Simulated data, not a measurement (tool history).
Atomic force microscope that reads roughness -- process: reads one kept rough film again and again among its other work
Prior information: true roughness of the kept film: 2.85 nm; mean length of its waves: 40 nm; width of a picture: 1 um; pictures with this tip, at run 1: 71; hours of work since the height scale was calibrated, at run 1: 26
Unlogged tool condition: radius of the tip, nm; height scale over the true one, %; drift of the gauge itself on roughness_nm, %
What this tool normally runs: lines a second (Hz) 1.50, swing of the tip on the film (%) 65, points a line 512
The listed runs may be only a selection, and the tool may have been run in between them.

| run | hour | lines a second (Hz) | swing of the tip on the film (%) | points a line | pictures with this tip | hours of work since the height scale was calibrated | roughness of the kept film (nm (root mean square)) |
|---|---|---|---|---|---|---|---|
| 1 | 0.0 | 1.50 | 65 | 512 | 71 | 26 | 2.647 |
|  | 12.9 | new tip fitted |
| 2 | 44.7 | 1.50 | 65 | 512 | 35 | 51 | 2.669 |
| 3 | 74.4 | 1.50 | 65 | 512 | 68 | 67 | 2.659 |
|  | 90.4 | new tip fitted |
| 4 | 135.0 | 1.50 | 59 | 512 | 49 | 101 | 2.658 |
|  | 170.6 | new tip fitted |
| 5 | 183.2 | 1.50 | 59 | 512 | 13 | 127 | 2.687 |
| 6 | 224.6 | 1.50 | 65 | 512 | 59 | 150 | 2.642 |
|  | 248.8 | new tip fitted |
| 7 | 257.5 | 1.50 | 65 | 417 | 10 | 169 | 2.646 |
| 8 | 290.6 | 1.50 | 65 | 417 | 46 | 187 | 2.634 |
|  | 328.7 | new tip fitted |
| 9 | 348.5 | 1.50 | 82 | 417 | 22 | 219 | 2.590 |
| 10 | 387.7 | 1.50 | 82 | 417 | 65 | 241 | 2.587 |
|  | 410.3 | new tip fitted |
| 11 | 441.9 | 1.50 | 58 | 512 | 34 | 271 | 2.681 |
|  | 488.3 | new tip fitted |
| 12 | 488.3 | 1.50 | 61 | 986 | 0 | 296 | 2.673 |
| 13 | 540.6 | 1.50 | 57 | 344 | 58 | 326 | 2.669 |
|  | 569.9 | new tip fitted |
| 14 | 585.6 | 1.50 | 57 | 344 | 17 | 350 | 2.680 |
| 15 | 627.0 | 1.50 | 57 | 344 | 63 | 374 | 2.663 |
|  | 649.8 | new tip fitted |
| 16 | 675.2 | 1.50 | 57 | 344 | 28 | 400 | 2.666 |
| 17 | 716.9 | 1.50 | 57 | 344 | 73 | 423 | 2.660 |
|  | 728.2 | new tip fitted |
| 18 | 773.2 | 1.50 | 57 | 344 | 50 | 455 | 2.678 |
|  | 808.1 | new tip fitted |
| 19 | 813.5 | 2.16 | 83 | 344 | 6 | 477 | 2.534 |
| 20 | 844.7 | 1.67 | 83 | 393 | 40 | 494 | 2.546 |
| 21 | 872.1 | 1.67 | 83 | 588 | 70 | 509 | 2.552 |
|  | 889.1 | new tip fitted |
| 22 | 933.4 | 1.98 | 84 | 939 | 49 | 543 | 2.543 |

What if the next run were any one of these 3? Each begins from the tool's condition after run 22:
|  | 966.6 | new tip fitted |
| A | 988.8 | 1.50 | 78 | 897 | 24 | 574 | ? |
|  | 966.6 | new tip fitted |
| B | 988.8 | 1.25 | 65 | 285 | 24 | 574 | ? |
|  | 966.6 | new tip fitted |
| C | 988.8 | 2.46 | 71 | 294 | 24 | 574 | ? |

| run | roughness of the kept film (nm (root mean square)) |
|---|---|
| A | 2.610 |
| B | 2.650 |
| C | 2.594 |
Without the tool's hidden state the same runs would have given:
| run | roughness of the kept film (nm (root mean square)) |
|---|---|
| A | 2.611 |
| B | 2.651 |
| C | 2.595 |

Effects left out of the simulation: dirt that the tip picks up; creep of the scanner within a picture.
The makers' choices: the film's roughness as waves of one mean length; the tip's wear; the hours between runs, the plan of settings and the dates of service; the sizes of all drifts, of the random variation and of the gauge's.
